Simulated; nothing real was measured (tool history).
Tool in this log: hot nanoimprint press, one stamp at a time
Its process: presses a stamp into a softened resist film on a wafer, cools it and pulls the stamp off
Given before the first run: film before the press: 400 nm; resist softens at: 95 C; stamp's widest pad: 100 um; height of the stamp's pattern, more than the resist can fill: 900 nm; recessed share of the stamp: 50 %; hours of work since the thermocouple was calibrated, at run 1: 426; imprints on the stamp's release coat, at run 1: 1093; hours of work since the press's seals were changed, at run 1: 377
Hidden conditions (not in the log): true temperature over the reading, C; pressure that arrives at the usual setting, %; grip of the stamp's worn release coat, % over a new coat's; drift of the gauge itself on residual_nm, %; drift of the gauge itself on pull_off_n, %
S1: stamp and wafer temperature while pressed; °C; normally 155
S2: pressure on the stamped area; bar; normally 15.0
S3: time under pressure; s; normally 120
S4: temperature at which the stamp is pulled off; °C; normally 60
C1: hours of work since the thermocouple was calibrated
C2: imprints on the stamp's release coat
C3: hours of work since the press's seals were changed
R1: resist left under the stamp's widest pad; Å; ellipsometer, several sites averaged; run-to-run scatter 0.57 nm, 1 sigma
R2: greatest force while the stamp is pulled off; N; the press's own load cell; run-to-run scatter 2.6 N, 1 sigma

run	day	S1	S2	S3	S4	C1	C2	C3	R1	R2
1	0.000	155	15.0	120	60	426	1093	377	1658	167
2	2.250	155	15.0	120	58	468	1415	419	1648	188
# day 3.304: stamp cleaned and given a new release coat
3	4.962	155	15.0	120	58	515	238	465	1656	132
4	6.383	155	15.0	120	58	541	441	492	1643	142
5	8.088	155	18.6	120	60	573	685	524	1509	149
# day 8.396: plate thermocouple calibrated
6	11.025	155	18.6	120	60	49	1088	577	1457	165
# day 13.675: press's hydraulic seals changed and the load cell set to zero
7	14.100	155	18.6	120	60	101	1481	8	1423	173
# day 14.562: stamp cleaned and given a new release coat
# day 15.600: plate thermocouple calibrated, once more
8	17.562	155	18.6	120	60	37	412	66	1561	136
9	19.896	155	18.6	120	60	81	746	110	1553	152
10	22.012	155	18.6	120	60	120	1049	149	1547	166
11	23.512	155	18.6	149	60	149	1264	178	1417	177
# day 25.546: stamp cleaned and given a new release coat
12	26.642	155	20.4	120	60	203	157	232	1485	128
13	28.404	155	20.4	120	60	236	409	265	1484	138
14	30.621	155	20.4	120	60	277	727	306	1481	151
15	32.996	155	20.4	120	60	322	1067	351	1485	166
16	34.608	155	20.4	120	60	352	1298	381	1484	181
# day 36.462: stamp cleaned and given a new release coat
17	37.292	155	20.4	213	47	398	118	427	1141	139
18	39.971	160	15.0	120	68	448	502	477	1374	130
19	41.725	155	19.4	120	60	481	754	510	1509	147
20	44.212	155	19.4	120	60	528	1110	557	1506	169
21	45.712	155	19.4	120	60	556	1325	585	1503	177
# day 47.038: plate thermocouple calibrated
# day 47.492: stamp cleaned and given a new release coat
# day 48.338: press's hydraulic seals changed and the load cell set to zero
22	49.638	145	17.6	214	54	38	259	24	1912	133
23	52.808	145	17.6	214	54	97	713	84	1912	153
24	55.992	154	16.3	133	62	157	1170	144	1623	171
# day 58.679: stamp cleaned and given a new release coat
25	58.679	154	16.3	133	62	203	0	189	1613	115
26	60.754	154	16.3	133	62	242	298	228	1619	125
27	62.375	155	10.6	219	60	272	530	259	1506	140
28	64.692	147	12.5	238	51	316	862	302	1891	171
29	66.412	147	12.5	238	51	348	1108	335	1897	191
30	68.742	152	9.0	127	45	392	1442	378	2220	219

Each row is a separate what-if for the run after 30, all from the same tool condition, not one after another. Results?
# day 69.596: stamp cleaned and given a new release coat
A	70.654	152	9.0	91	61	423	151	410	?	?
# day 69.596: stamp cleaned and given a new release coat
B	70.654	152	21.7	127	45	423	151	410	?	?
# day 69.596: stamp cleaned and given a new release coat
C	70.654	155	15.0	120	49	423	151	410	?	?

run	R1	R2
A	2468	125
B	1571	143
C	1662	139
Take away the tool's hidden state, keep each run's random variation, and the runs would have read:
run	R1	R2
A	2519	120
B	1600	137
C	1698	133
